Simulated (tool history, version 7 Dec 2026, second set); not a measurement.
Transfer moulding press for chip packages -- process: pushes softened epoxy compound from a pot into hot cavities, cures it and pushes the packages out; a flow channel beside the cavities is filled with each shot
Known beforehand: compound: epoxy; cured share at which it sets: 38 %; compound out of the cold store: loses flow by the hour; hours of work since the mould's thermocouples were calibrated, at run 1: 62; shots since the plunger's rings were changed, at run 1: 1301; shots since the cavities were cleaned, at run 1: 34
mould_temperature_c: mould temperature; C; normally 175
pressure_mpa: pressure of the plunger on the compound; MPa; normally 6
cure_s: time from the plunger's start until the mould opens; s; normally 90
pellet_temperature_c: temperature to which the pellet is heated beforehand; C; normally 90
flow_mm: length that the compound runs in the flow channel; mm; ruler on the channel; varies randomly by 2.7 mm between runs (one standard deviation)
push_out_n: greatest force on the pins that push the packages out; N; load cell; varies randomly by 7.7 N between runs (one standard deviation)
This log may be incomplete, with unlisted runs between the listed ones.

run,hour,mould_temperature_c,pressure_mpa,cure_s,pellet_temperature_c,hours of work since the mould's thermocouples were calibrated,shots since the plunger's rings were changed,shots since the cavities were cleaned,incoming compound's hours out of the cold store,flow_mm,push_out_n
1,0,175,6,90,90,62,1301,34,22.4,490,380
# hour 46.9: cavities cleaned with cleaning compound and waxed
2,52.6,175,6,90,90,85,1785,54,45.3,464,395
3,73.2,175,6,90,80,95,1981,250,21.9,489,530
# hour 97.6: cavities cleaned with cleaning compound and waxed
4,103.1,175,6,90,80,108,2249,52,41.7,465,378
# hour 148.7: cavities cleaned with cleaning compound and waxed
5,153,175,6,78,90,129,2708,41,36.7,465,445
6,190.4,175,6,78,90,146,3061,394,8.2,489,735
# hour 200.2: cavities cleaned with cleaning compound and waxed
7,235.5,175,6,78,90,166,3475,335,19.3,474,647
# hour 254.3: cavities cleaned with cleaning compound and waxed
8,281.7,175,6,126,90,186,3898,259,18.4,473,468
# hour 305.4: cavities cleaned with cleaning compound and waxed
9,317.7,175,6,126,90,202,4224,116,29.1,462,400
# hour 336.7: plunger's sealing rings changed
# hour 360.2: cavities cleaned with cleaning compound and waxed
10,371.3,175,6,112,90,224,314,105,25.6,497,406
# hour 411.4: cavities cleaned with cleaning compound and waxed
11,420.5,175,6,90,90,246,766,87,41.1,474,421
12,459,175,6,90,90,263,1131,452,32,484,624
# hour 465.2: cavities cleaned with cleaning compound and waxed
13,486.3,175,6,90,90,275,1375,200,34.1,479,485
# hour 516.7: cavities cleaned with cleaning compound and waxed
14,538.5,175,4.75,90,90,298,1855,206,10.5,442,521
# hour 570.1: cavities cleaned with cleaning compound and waxed
15,578.4,175,4.75,90,90,315,2218,78,17.6,434,415
16,618,175,4.75,90,90,333,2593,453,40.2,410,606
# hour 623.6: cavities cleaned with cleaning compound and waxed
17,647.8,177,4.8,90,91,346,2862,229,40.6,401,509
# hour 674.7: cavities cleaned with cleaning compound and waxed
18,680.4,175,4.78,70,93,360,3156,54,29.5,419,591
19,708.5,181,6,98,90,373,3422,320,9.2,474,511
# hour 727.7: cavities cleaned with cleaning compound and waxed
20,742.5,169,6,90,87,388,3730,140,8.8,502,663
# hour 778.7: cavities cleaned with cleaning compound and waxed
21,787.6,169,5.02,103,87,407,4143,85,16.2,452,455
22,808.8,175,6.51,90,90,417,4344,286,10,503,545
# hour 815.3: plunger's sealing rings changed
# hour 831.4: cavities cleaned with cleaning compound and waxed
23,856.4,178,7.33,84,100,437,376,237,35.2,530,504
# hour 882.6: cavities cleaned with cleaning compound and waxed
24,889.8,168,6,90,94,451,677,67,26.6,509,553
25,912.9,169,5.12,105,89,462,896,286,22,470,590
# hour 934: cavities cleaned with cleaning compound and waxed
26,934.9,172,4.94,116,89,471,1091,9,33.2,446,313
27,955.6,172,6.03,116,98,480,1287,205,8.5,517,447

Each row is a separate what-if for the run after 27, all from the same tool condition, not one after another. Results?
# hour 985.2: cavities cleaned with cleaning compound and waxed
A,987.6,168,6,90,97,494,1575,23,36,?,?
# hour 985.2: cavities cleaned with cleaning compound and waxed
B,987.6,181,5.42,130,90,494,1575,23,17.5,?,?
# hour 985.2: cavities cleaned with cleaning compound and waxed
C,987.6,177,5.58,116,98,494,1575,23,35.8,?,?

run,flow_mm,push_out_n
A,492,486
B,456,320
C,450,333
Take away the tool's hidden state, keep each run's random variation, and the runs would have read:
run,flow_mm,push_out_n
A,505,435
B,468,295
C,463,307
